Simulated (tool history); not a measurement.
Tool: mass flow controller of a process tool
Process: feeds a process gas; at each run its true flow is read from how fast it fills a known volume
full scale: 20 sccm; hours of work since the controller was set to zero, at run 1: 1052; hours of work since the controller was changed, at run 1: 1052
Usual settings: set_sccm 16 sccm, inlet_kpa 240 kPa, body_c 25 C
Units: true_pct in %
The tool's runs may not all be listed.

run	hour	set_sccm	inlet_kpa	body_c	hours of work since the controller was set to zero	hours of work since the controller was changed	true_pct
1	0	16	240	25	1052	1052	99.62
2	171.2	16	240	25	1181	1181	99.69
3	474.3	16	164	25	1411	1411	99.88
4	754.7	16	240	26	1623	1623	99.62
5	990.6	16	240	26	1801	1801	99.85
6	1177	16	240	26	1942	1942	99.78
7	1351.2	9	240	26	2074	2074	99.44
8	1554.9	16	240	25	2228	2228	99.61
9	1697.4	16	240	25	2336	2336	99.61
10	1911.8	16	240	25	2499	2499	99.74
11	2097.5	3	240	25	2639	2639	98.94
12	2383.7	3	240	25	2856	2856	99.02
13	2564.8	3	240	25	2993	2993	98.98
14	2830.9	3	240	25	3194	3194	99.12
15	3146.9	3	240	25	3433	3433	99.04
16	3278.4	4	240	23	3533	3533	98.96
17	3598	4	240	23	3775	3775	98.99
18	3799.5	11	258	38	3927	3927	100.78
19	4104.6	11	258	38	4158	4158	100.77
20	4369.7	11	258	38	4359	4359	100.74
21	4606.6	2	258	39	4538	4538	100.46
22	4905.3	2	245	27	4764	4764	99.06
23	5207	3	235	27	4992	4992	99.2
24	5484.4	13	182	37	5202	5202	101.12
25	5720.7	3	152	21	5381	5381	99.06
26	5929.9	7	242	30	5539	5539	99.76
27	6221.9	7	242	30	5760	5760	99.85
28	6523	7	242	30	5988	5988	99.78

Run 29 comes next. What will it give?
# hour 6795.8: controller's zero set anew
29	6820.6	7	240	25	19	6213	?

Run 29 gave true_pct 99.18 %.
Without the tool's hidden state the same run would have given true_pct 99.15 %.

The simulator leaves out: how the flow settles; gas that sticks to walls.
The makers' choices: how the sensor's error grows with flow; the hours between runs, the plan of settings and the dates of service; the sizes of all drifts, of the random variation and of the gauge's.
